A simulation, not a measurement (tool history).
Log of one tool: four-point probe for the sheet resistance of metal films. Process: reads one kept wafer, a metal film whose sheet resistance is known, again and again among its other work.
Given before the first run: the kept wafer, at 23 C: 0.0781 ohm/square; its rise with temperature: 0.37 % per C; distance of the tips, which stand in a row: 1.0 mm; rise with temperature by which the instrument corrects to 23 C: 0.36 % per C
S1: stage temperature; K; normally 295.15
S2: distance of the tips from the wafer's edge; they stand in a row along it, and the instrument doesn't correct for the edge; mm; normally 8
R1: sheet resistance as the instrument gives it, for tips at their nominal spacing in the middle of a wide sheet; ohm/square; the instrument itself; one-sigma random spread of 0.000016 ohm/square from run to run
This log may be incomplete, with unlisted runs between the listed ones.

Run 1, hour 0.0: usual settings. Result: R1 0.078529 ohm/square.
At hour 55.1: stage's thermometer calibrated.
Run 2, hour 81.3: usual settings. Result: R1 0.078469 ohm/square.
Run 3, hour 127.5: usual settings. Result: R1 0.078396 ohm/square.
Run 4, hour 161.6: usual settings. Result: R1 0.078374 ohm/square.
At hour 201.6: stage's thermometer calibrated, once more.
Run 5, hour 210.6: usual settings but S1 297.15 K. Result: R1 0.078520 ohm/square.
Run 6, hour 293.2: usual settings but S1 297.15 K. Result: R1 0.078472 ohm/square.
Run 7, hour 373.6: usual settings but S1 308.15 K. Result: R1 0.078556 ohm/square.
Run 8, hour 437.5: usual settings. Result: R1 0.078382 ohm/square.
Run 9, hour 514.2: usual settings. Result: R1 0.078344 ohm/square.
Run 10, hour 580.0: usual settings. Result: R1 0.078298 ohm/square.
Run 11, hour 629.4: usual settings but S1 293.15 K. Result: R1 0.078266 ohm/square.
Run 12, hour 679.8: usual settings but S1 293.15 K. Result: R1 0.078209 ohm/square.
Run 13, hour 750.3: usual settings but S1 293.15 K, S2 7 mm. Result: R1 0.078382 ohm/square.
Run 14, hour 817.5: usual settings but S1 293.15 K, S2 7 mm. Result: R1 0.078336 ohm/square.
Run 15, hour 859.2: usual settings but S1 293.15 K, S2 7 mm. Result: R1 0.078286 ohm/square.
Run 16, hour 940.4: usual settings but S1 301.15 K. Result: R1 0.078127 ohm/square.
Run 17, hour 980.5: usual settings but S2 6 mm. Result: R1 0.078564 ohm/square.
Run 18, hour 1048.3: usual settings but S2 6 mm. Result: R1 0.078460 ohm/square.
Run 19, hour 1084.8: usual settings. Result: R1 0.077996 ohm/square.
Run 20, hour 1152.7: usual settings. Result: R1 0.077987 ohm/square.
Run 21, hour 1234.3: usual settings. Result: R1 0.077869 ohm/square.
At hour 1255.6: new probe head fitted.
Run 22, hour 1310.8: usual settings but S1 303.15 K, S2 7 mm. Result: R1 0.079473 ohm/square.
Run 23, hour 1353.0: usual settings but S1 303.15 K, S2 7 mm. Result: R1 0.079485 ohm/square.
Run 24, hour 1423.1: usual settings but S1 297.15 K, S2 3 mm. Result: R1 0.082906 ohm/square.
Run 25, hour 1463.7: usual settings but S1 293.15 K, S2 4 mm. Result: R1 0.080994 ohm/square.
Run 26, hour 1540.8: usual settings but S1 307.15 K, S2 20 mm. Result: R1 0.078656 ohm/square.
Run 27, hour 1592.8: usual settings but S1 300.15 K, S2 20 mm. Result: R1 0.078522 ohm/square.
Run 28, hour 1642.2: usual settings but S1 294.15 K. Result: R1 0.079011 ohm/square.
Run 29, hour 1689.3: usual settings but S1 294.15 K. Result: R1 0.078981 ohm/square.
Run 30, hour 1745.5: usual settings but S1 292.15 K, S2 34 mm. Result: R1 0.078309 ohm/square.
Run 31, hour 1829.1: usual settings but S2 34 mm. Result: R1 0.078279 ohm/square.
Run 32, hour 1895.0: usual settings but S2 34 mm. Result: R1 0.078237 ohm/square.
Run 33, hour 1977.6: usual settings but S1 303.15 K, S2 33 mm. Result: R1 0.078301 ohm/square.
Run 34, hour 2021.8: usual settings but S1 294.15 K, S2 69 mm. Result: R1 0.078148 ohm/square.
Run 35, hour 2092.0: usual settings but S1 305.15 K, S2 72 mm. Result: R1 0.078213 ohm/square.
Run 36, hour 2162.1: usual settings but S1 307.15 K, S2 74 mm. Result: R1 0.078181 ohm/square.
Run 37, hour 2217.1: usual settings but S1 296.15 K, S2 72 mm. Result: R1 0.078028 ohm/square.
Run 38, hour 2299.6: usual settings but S1 301.15 K, S2 3 mm. Result: R1 0.082411 ohm/square.
Run 39, hour 2335.3: usual settings but S1 301.15 K, S2 3 mm. Result: R1 0.082416 ohm/square.
Run 40, hour 2416.5: usual settings but S2 12 mm. Result: R1 0.078174 ohm/square.
Run 41, hour 2456.6: usual settings but S1 306.15 K, S2 5 mm. Result: R1 0.079644 ohm/square.
Run 42, hour 2508.7: usual settings but S2 9 mm. Result: R1 0.078363 ohm/square.

Below, some changes in R1 between adjacent runs. For each, the amount present without the hidden state too (settings, incoming material, random variation) and the amount remaining for the hidden state with gauge scatter not shared by both compared results:
Hidden state at play: inner tips' distance over the nominal, %; tips' flats over new ones', %; wafer's true temperature over the reading, C; drift of the gauge itself on sheet_ohm, %.
Run 1 -> 2: stage's thermometer calibrated. R1 -0.000060 ohm/square: hidden state -0.000096, all else +0.000036.
Run 4 -> 5: S1 295.15 -> 297.15, stage's thermometer calibrated, once more. R1 +0.000146 ohm/square: hidden state +0.000122, all else +0.000024.
Run 21 -> 22: S1 295.15 -> 303.15, S2 8 -> 7, new probe head fitted. R1 +0.001604 ohm/square: hidden state +0.001320, all else +0.000284.
Run 23 -> 24: S1 303.15 -> 297.15, S2 7 -> 3. R1 +0.003421 ohm/square: hidden state -0.000030, all else +0.003451.
Run 37 -> 38: S1 296.15 -> 301.15, S2 72 -> 3. R1 +0.004383 ohm/square: hidden state -0.000056, all else +0.004439.
Run 39 -> 40: S1 301.15 -> 295.15, S2 3 -> 12. R1 -0.004242 ohm/square: hidden state -0.000040, all else -0.004202.
